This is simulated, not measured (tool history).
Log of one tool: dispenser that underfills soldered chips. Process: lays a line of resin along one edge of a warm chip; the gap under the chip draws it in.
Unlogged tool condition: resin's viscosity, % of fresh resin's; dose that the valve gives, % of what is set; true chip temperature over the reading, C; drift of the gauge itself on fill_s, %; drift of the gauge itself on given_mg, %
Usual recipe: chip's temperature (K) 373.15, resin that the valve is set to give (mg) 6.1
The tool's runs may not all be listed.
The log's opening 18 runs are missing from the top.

run,hour,chip's temperature (K),resin that the valve is set to give (mg),hours of work since the syringe was changed,hours of work since the valve was cleaned,hours of work since the stage was calibrated,time until the resin shows at the far edge (s),resin that the valve gave (mg)
# hour 203.2: new syringe of resin
# hour 212.9: new syringe of resin
19,212.9,381.15,6.1,0,68,197,46.1,5.95
# hour 222.8: new syringe of resin
20,230.1,361.15,7.86,5,81,209,159.3,7.66
# hour 233.5: new syringe of resin
21,242.2,378.15,6.1,6,90,218,85.1,5.87
# hour 243.5: new syringe of resin
# hour 254.3: new syringe of resin
22,255,387.15,6.1,0,99,227,38.1,5.87
# hour 265.1: new syringe of resin
23,266.2,373.15,5.44,1,107,235,68.7,5.21
# hour 276: new syringe of resin
24,276.6,373.15,5.44,0,114,242,67.2,5.18
# hour 286.3: new syringe of resin
25,289.5,362.15,7.09,2,124,252,124.2,6.71
# hour 296: new syringe of resin
26,303.5,360.15,7.01,6,134,262,167.9,6.64
# hour 306.1: new syringe of resin
27,314.5,373.15,7.32,6,142,270,103.8,6.88
# hour 316.1: new syringe of resin
# hour 326.5: new syringe of resin
# hour 327.5: dispensing valve cleaned and set on the balance
28,327.5,384.15,7.69,0,0,278,40.1,7.7
29,336.1,359.15,6.53,6,6,285,188.3,6.56
# hour 337.5: new syringe of resin
# hour 347.3: new syringe of resin
30,348.2,376.15,7.1,1,15,293,59.1,7.1
# hour 357.8: new syringe of resin
31,358.6,384.15,7.57,1,22,301,42.5,7.52

The next listed run, before its measurement:
# hour 367.6: new syringe of resin
32,373.8,384.15,7.57,5,33,312,?,?

time until the resin shows at the far edge (s): 56.6
resin that the valve gave (mg): 7.46
The same run, on a tool lacking any hidden state, would have yielded time until the resin shows at the far edge (s) 39.8, resin that the valve gave (mg) 7.56.
